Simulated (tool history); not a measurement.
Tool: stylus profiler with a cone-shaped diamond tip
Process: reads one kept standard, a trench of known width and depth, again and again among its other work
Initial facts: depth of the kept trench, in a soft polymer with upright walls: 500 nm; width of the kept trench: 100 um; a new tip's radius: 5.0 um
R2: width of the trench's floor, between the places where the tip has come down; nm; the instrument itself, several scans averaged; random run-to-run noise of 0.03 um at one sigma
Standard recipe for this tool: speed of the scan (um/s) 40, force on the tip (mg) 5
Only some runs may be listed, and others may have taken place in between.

run 1 hour=0 | speed_of_the_scan_(um/s)=40 force_on_the_tip_(mg)=5 | depth_of_the_trench_(Å)=5111.6 R2=95300
run 2 hour=27.1 | speed_of_the_scan_(um/s)=40 force_on_the_tip_(mg)=5 | depth_of_the_trench_(Å)=5105.2 R2=95350
run 3 hour=56.1 | speed_of_the_scan_(um/s)=40 force_on_the_tip_(mg)=5 | depth_of_the_trench_(Å)=5106.6 R2=95360
run 4 hour=79.4 | speed_of_the_scan_(um/s)=40 force_on_the_tip_(mg)=5 | depth_of_the_trench_(Å)=5110.8 R2=95260
run 5 hour=97 | speed_of_the_scan_(um/s)=40 force_on_the_tip_(mg)=5 | depth_of_the_trench_(Å)=5107.4 R2=95330
run 6 hour=128.2 | speed_of_the_scan_(um/s)=40 force_on_the_tip_(mg)=5 | depth_of_the_trench_(Å)=5108.3 R2=95290
run 7 hour=148.3 | speed_of_the_scan_(um/s)=40 force_on_the_tip_(mg)=5 | depth_of_the_trench_(Å)=5110.4 R2=95280
run 8 hour=175.4 | speed_of_the_scan_(um/s)=40 force_on_the_tip_(mg)=5 | depth_of_the_trench_(Å)=5109.3 R2=95300
run 9 hour=203.5 | speed_of_the_scan_(um/s)=40 force_on_the_tip_(mg)=5 | depth_of_the_trench_(Å)=5108.4 R2=95250
run 10 hour=218.3 | speed_of_the_scan_(um/s)=40 force_on_the_tip_(mg)=12.09 | depth_of_the_trench_(Å)=5196.1 R2=95210
run 11 hour=242.4 | speed_of_the_scan_(um/s)=40 force_on_the_tip_(mg)=1.72 | depth_of_the_trench_(Å)=5057.8 R2=95180
run 12 hour=257.6 | speed_of_the_scan_(um/s)=40 force_on_the_tip_(mg)=1.72 | depth_of_the_trench_(Å)=5055.7 R2=95140
run 13 hour=271.7 | speed_of_the_scan_(um/s)=40 force_on_the_tip_(mg)=6.47 | depth_of_the_trench_(Å)=5134.1 R2=95220
run 14 hour=303.6 | speed_of_the_scan_(um/s)=40 force_on_the_tip_(mg)=5 | depth_of_the_trench_(Å)=5114.8 R2=95190
run 15 hour=324.9 | speed_of_the_scan_(um/s)=112 force_on_the_tip_(mg)=4.74 | depth_of_the_trench_(Å)=5110.4 R2=95010
run 16 hour=357.8 | speed_of_the_scan_(um/s)=24 force_on_the_tip_(mg)=3.65 | depth_of_the_trench_(Å)=5093.8 R2=95210
run 17 hour=387.3 | speed_of_the_scan_(um/s)=31 force_on_the_tip_(mg)=3.65 | depth_of_the_trench_(Å)=5093.5 R2=95170
run 18 hour=405.1 | speed_of_the_scan_(um/s)=31 force_on_the_tip_(mg)=3.65 | depth_of_the_trench_(Å)=5094.7 R2=95140
run 19 hour=436.9 | speed_of_the_scan_(um/s)=31 force_on_the_tip_(mg)=3.65 | depth_of_the_trench_(Å)=5095.3 R2=95090
run 20 hour=460.3 | speed_of_the_scan_(um/s)=31 force_on_the_tip_(mg)=3.65 | depth_of_the_trench_(Å)=5093.3 R2=95170
run 21 hour=491.1 | speed_of_the_scan_(um/s)=31 force_on_the_tip_(mg)=3.65 | depth_of_the_trench_(Å)=5095 R2=95100
run 22 hour=518.4 | speed_of_the_scan_(um/s)=124 force_on_the_tip_(mg)=8.46 | depth_of_the_trench_(Å)=5159.2 R2=94990
run 23 hour=551.1 | speed_of_the_scan_(um/s)=34 force_on_the_tip_(mg)=7.34 | depth_of_the_trench_(Å)=5147.5 R2=95120
run 24 hour=582 | speed_of_the_scan_(um/s)=19 force_on_the_tip_(mg)=5 | depth_of_the_trench_(Å)=5115.1 R2=95050
run 25 hour=606.4 | speed_of_the_scan_(um/s)=19 force_on_the_tip_(mg)=5 | depth_of_the_trench_(Å)=5116.4 R2=95090
run 26 hour=631.8 | speed_of_the_scan_(um/s)=23 force_on_the_tip_(mg)=1.91 | depth_of_the_trench_(Å)=5064.9 R2=95010
run 27 hour=648 | speed_of_the_scan_(um/s)=23 force_on_the_tip_(mg)=1.91 | depth_of_the_trench_(Å)=5066.8 R2=95000

Below are 3 alternative next runs, each starting from the tool's condition after run 27. Predict each:
run A hour=672.9 | speed_of_the_scan_(um/s)=37 force_on_the_tip_(mg)=14.87 | depth_of_the_trench_(Å)=? R2=?
run B hour=672.9 | speed_of_the_scan_(um/s)=123 force_on_the_tip_(mg)=2.08 | depth_of_the_trench_(Å)=? R2=?
run C hour=672.9 | speed_of_the_scan_(um/s)=51 force_on_the_tip_(mg)=9.94 | depth_of_the_trench_(Å)=? R2=?

run=A depth_of_the_trench_(Å)=5230.5 R2=94990
run=B depth_of_the_trench_(Å)=5069.4 R2=94680
run=C depth_of_the_trench_(Å)=5180.2 R2=95020
With no hidden state in the tool, these same runs would have given:
run=A depth_of_the_trench_(Å)=5220 R2=95550
run=B depth_of_the_trench_(Å)=5059.2 R2=95240
run=C depth_of_the_trench_(Å)=5169.8 R2=95580
